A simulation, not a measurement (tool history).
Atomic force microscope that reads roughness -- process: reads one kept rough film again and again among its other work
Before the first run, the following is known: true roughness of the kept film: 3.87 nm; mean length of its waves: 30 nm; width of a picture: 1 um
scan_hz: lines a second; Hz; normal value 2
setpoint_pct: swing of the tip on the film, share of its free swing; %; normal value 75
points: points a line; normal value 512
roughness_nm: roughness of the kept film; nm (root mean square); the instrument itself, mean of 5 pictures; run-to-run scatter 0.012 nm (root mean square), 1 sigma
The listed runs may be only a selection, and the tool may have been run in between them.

| run | day | scan_hz | setpoint_pct | points | roughness_nm |
|---|---|---|---|---|---|
| 1 | 0 | 2 | 75 | 512 | 2.683 |
| 2 | 0.333 | 2 | 75 | 959 | 2.663 |
| 3 | 0.679 | 1.05 | 75 | 512 | 2.849 |
| 4 | 0.971 | 1.05 | 75 | 512 | 2.84 |
| 5 | 1.242 | 2 | 75 | 512 | 2.647 |
| 6 | 1.65 | 2 | 86 | 512 | 2.349 |
| 7 | 1.879 | 2 | 86 | 471 | 2.352 |
| 8 | 2.3 | 2 | 86 | 471 | 2.344 |
| 9 | 2.696 | 2 | 69 | 512 | 2.712 |
| 10 | 2.929 | 2 | 69 | 512 | 2.675 |
| 11 | 3.221 | 2 | 69 | 512 | 2.681 |
| 12 | 3.592 | 2 | 75 | 793 | 2.553 |
| 13 | 3.942 | 2 | 75 | 793 | 2.562 |
| 14 | 4.271 | 2 | 87 | 512 | 2.27 |
| 15 | 4.638 | 2 | 84 | 512 | 2.325 |
| 16 | 5.058 | 2 | 75 | 512 | 2.5 |
| 17 | 5.304 | 2 | 70 | 512 | 2.602 |
| 18 | 5.654 | 2 | 75 | 512 | 2.499 |
| 19 | 5.942 | 2 | 75 | 512 | 2.494 |
| 20 | 6.146 | 2 | 71 | 512 | 2.54 |
| 21 | 6.567 | 2 | 71 | 865 | 2.556 |
| 22 | 6.9 | 3.11 | 75 | 512 | 2.273 |
| 23 | 7.142 | 2 | 75 | 512 | 2.449 |
| 24 | 7.504 | 2 | 75 | 512 | 2.467 |
| 25 | 7.929 | 1.22 | 75 | 512 | 2.574 |
| 26 | 8.292 | 1.22 | 75 | 512 | 2.56 |
| 27 | 8.746 | 2.87 | 75 | 512 | 2.27 |
| 28 | 9 | 0.55 | 61 | 512 | 2.775 |
| 29 | 9.383 | 0.56 | 81 | 834 | 2.631 |
| 30 | 9.712 | 2 | 81 | 365 | 2.261 |
| 31 | 10.071 | 0.57 | 81 | 549 | 2.634 |
| 32 | 10.388 | 2.08 | 79 | 742 | 2.281 |
| 33 | 10.604 | 2.31 | 67 | 980 | 2.472 |
|  | 10.758 | new tip fitted |
| 34 | 10.979 | 2.31 | 67 | 980 | 3.076 |
| 35 | 11.208 | 2.31 | 67 | 980 | 3.04 |
| 36 | 11.475 | 2.31 | 67 | 980 | 3.018 |
| 37 | 11.762 | 2 | 75 | 348 | 2.863 |
| 38 | 12.121 | 0.54 | 69 | 540 | 3.271 |
| 39 | 12.562 | 0.54 | 69 | 540 | 3.244 |
| 40 | 12.858 | 0.54 | 69 | 540 | 3.225 |
| 41 | 13.225 | 3.6 | 56 | 918 | 3.043 |
| 42 | 13.617 | 3.6 | 59 | 605 | 2.956 |
| 43 | 13.942 | 3.6 | 59 | 605 | 2.944 |
| 44 | 14.383 | 1.15 | 89 | 600 | 2.734 |
| 45 | 14.583 | 1.15 | 89 | 600 | 2.727 |
| 46 | 14.767 | 1.15 | 89 | 621 | 2.742 |
| 47 | 15.133 | 1.33 | 68 | 512 | 3.001 |
| 48 | 15.438 | 1.33 | 68 | 512 | 2.997 |
| 49 | 15.692 | 2.03 | 56 | 736 | 3.052 |
| 50 | 16.092 | 1.8 | 75 | 512 | 2.759 |

Table of differences, measured result less the result of that run with no hidden state. Run-to-run variation is the same in both. Gauge scatter possibly is not:
Hidden conditions of the tool in this case: radius of the tip, nm; height scale over the true one, %; drift of the gauge itself on roughness_nm, %.
| run | roughness_nm |
|---|---|
| 1 | -0.267 |
| 2 | -0.276 |
| 3 | -0.308 |
| 4 | -0.315 |
| 5 | -0.304 |
| 6 | -0.282 |
| 7 | -0.289 |
| 8 | -0.301 |
| 9 | -0.363 |
| 10 | -0.367 |
| 11 | -0.378 |
| 12 | -0.373 |
| 13 | -0.386 |
| 14 | -0.353 |
| 15 | -0.372 |
| 16 | -0.419 |
| 17 | -0.443 |
| 18 | -0.438 |
| 19 | -0.445 |
| 20 | -0.461 |
| 21 | -0.48 |
| 22 | -0.435 |
| 23 | -0.476 |
| 24 | -0.49 |
| 25 | -0.526 |
| 26 | -0.533 |
| 27 | -0.488 |
| 28 | -0.604 |
| 29 | -0.586 |
| 30 | -0.514 |
| 31 | -0.608 |
| 32 | -0.537 |
| 33 | -0.587 |
| 34 | -0.022 |
| 35 | -0.031 |
| 36 | -0.041 |
| 37 | -0.049 |
| 38 | -0.073 |
| 39 | -0.09 |
| 40 | -0.103 |
| 41 | -0.111 |
| 42 | -0.124 |
| 43 | -0.134 |
| 44 | -0.14 |
| 45 | -0.147 |
| 46 | -0.155 |
| 47 | -0.184 |
| 48 | -0.195 |
| 49 | -0.209 |
| 50 | -0.205 |

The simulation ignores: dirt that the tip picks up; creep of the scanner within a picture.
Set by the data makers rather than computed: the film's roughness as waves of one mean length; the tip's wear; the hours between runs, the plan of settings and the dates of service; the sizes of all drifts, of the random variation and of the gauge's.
